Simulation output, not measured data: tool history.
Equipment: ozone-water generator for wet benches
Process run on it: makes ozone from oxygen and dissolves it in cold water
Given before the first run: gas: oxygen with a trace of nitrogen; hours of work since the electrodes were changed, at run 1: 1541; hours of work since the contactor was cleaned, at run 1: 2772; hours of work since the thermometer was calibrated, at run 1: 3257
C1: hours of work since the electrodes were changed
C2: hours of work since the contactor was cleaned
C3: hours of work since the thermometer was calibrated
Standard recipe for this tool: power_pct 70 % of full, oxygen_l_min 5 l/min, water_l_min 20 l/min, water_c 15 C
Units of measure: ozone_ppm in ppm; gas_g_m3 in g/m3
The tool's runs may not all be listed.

run 1 day=0 | power_pct=70 oxygen_l_min=5 water_l_min=20 water_c=15 | C1=1541 C2=2772 C3=3257 | ozone_ppm=17.3 gas_g_m3=175.5
run 2 day=0.946 | power_pct=70 oxygen_l_min=5 water_l_min=20 water_c=15 | C1=1562 C2=2794 C3=3278 | ozone_ppm=17.3 gas_g_m3=175.7
run 3 day=2.725 | power_pct=70 oxygen_l_min=2.51 water_l_min=20 water_c=15 | C1=1603 C2=2834 C3=3319 | ozone_ppm=14.8 gas_g_m3=234.1
run 4 day=4.117 | power_pct=70 oxygen_l_min=2.51 water_l_min=20 water_c=15 | C1=1634 C2=2866 C3=3351 | ozone_ppm=14.6 gas_g_m3=231
run 5 day=5.612 | power_pct=70 oxygen_l_min=3.51 water_l_min=20 water_c=15 | C1=1668 C2=2900 C3=3385 | ozone_ppm=15.8 gas_g_m3=202.9
run 6 day=7.3 | power_pct=70 oxygen_l_min=5 water_l_min=20 water_c=15 | C1=1707 C2=2938 C3=3423 | ozone_ppm=17.1 gas_g_m3=173.8
run 7 day=9.133 | power_pct=70 oxygen_l_min=5 water_l_min=20 water_c=15 | C1=1748 C2=2980 C3=3465 | ozone_ppm=17.4 gas_g_m3=175
run 8 day=10.354 | power_pct=54 oxygen_l_min=5 water_l_min=20 water_c=15 | C1=1776 C2=3008 C3=3492 | ozone_ppm=14.9 gas_g_m3=152.9
run 9 day=11.883 | power_pct=54 oxygen_l_min=5 water_l_min=20 water_c=15 | C1=1811 C2=3042 C3=3527 | ozone_ppm=14.8 gas_g_m3=152.4
run 10 day=13.112 | power_pct=54 oxygen_l_min=5 water_l_min=20 water_c=15 | C1=1839 C2=3070 C3=3555 | ozone_ppm=14.9 gas_g_m3=152.2
run 11 day=14.946 | power_pct=54 oxygen_l_min=5 water_l_min=20 water_c=15 | C1=1881 C2=3112 C3=3597 | ozone_ppm=14.7 gas_g_m3=151.6
run 12 day=16.638 | power_pct=54 oxygen_l_min=5 water_l_min=20 water_c=15 | C1=1919 C2=3151 C3=3635 | ozone_ppm=14.9 gas_g_m3=151.9
run 13 day=18.312 | power_pct=54 oxygen_l_min=5 water_l_min=20 water_c=15 | C1=1957 C2=3189 C3=3673 | ozone_ppm=14.6 gas_g_m3=151.4
run 14 day=19.517 | power_pct=54 oxygen_l_min=5 water_l_min=20 water_c=15 | C1=1985 C2=3216 C3=3701 | ozone_ppm=14.9 gas_g_m3=151.4
run 15 day=21.046 | power_pct=70 oxygen_l_min=5 water_l_min=20 water_c=15 | C1=2019 C2=3251 C3=3736 | ozone_ppm=16.9 gas_g_m3=172.8
run 16 day=22.55 | power_pct=70 oxygen_l_min=5 water_l_min=20 water_c=15 | C1=2054 C2=3285 C3=3770 | ozone_ppm=16.8 gas_g_m3=173.4
run 17 day=23.642 | power_pct=70 oxygen_l_min=5 water_l_min=20 water_c=15 | C1=2078 C2=3310 C3=3795 | ozone_ppm=17.1 gas_g_m3=171.8
run 18 day=25.429 | power_pct=51 oxygen_l_min=4.42 water_l_min=28 water_c=8 | C1=2119 C2=3351 C3=3835 | ozone_ppm=10.7 gas_g_m3=153.9
-- day=25.708 contactor cleaned
run 19 day=27.296 | power_pct=51 oxygen_l_min=4.42 water_l_min=28 water_c=8 | C1=2158 C2=36 C3=3874 | ozone_ppm=10.5 gas_g_m3=152.1
run 20 day=28.375 | power_pct=51 oxygen_l_min=4.42 water_l_min=16 water_c=8 | C1=2182 C2=61 C3=3899 | ozone_ppm=18.4 gas_g_m3=153.2
run 21 day=29.775 | power_pct=51 oxygen_l_min=4.42 water_l_min=16 water_c=8 | C1=2214 C2=92 C3=3930 | ozone_ppm=18.3 gas_g_m3=153.9

What does the tool deliver on the next run?
run 22 day=31.304 | power_pct=79 oxygen_l_min=7.26 water_l_min=27 water_c=16 | C1=2249 C2=127 C3=3965 | ozone_ppm=? gas_g_m3=?

Run 22 yielded ozone_ppm 14.1 ppm, gas_g_m3 156.7 g/m3.
Take away the tool's hidden state, keep the run-to-run variation as it was, and the same run would have given ozone_ppm 16.4 ppm, gas_g_m3 170.3 g/m3.
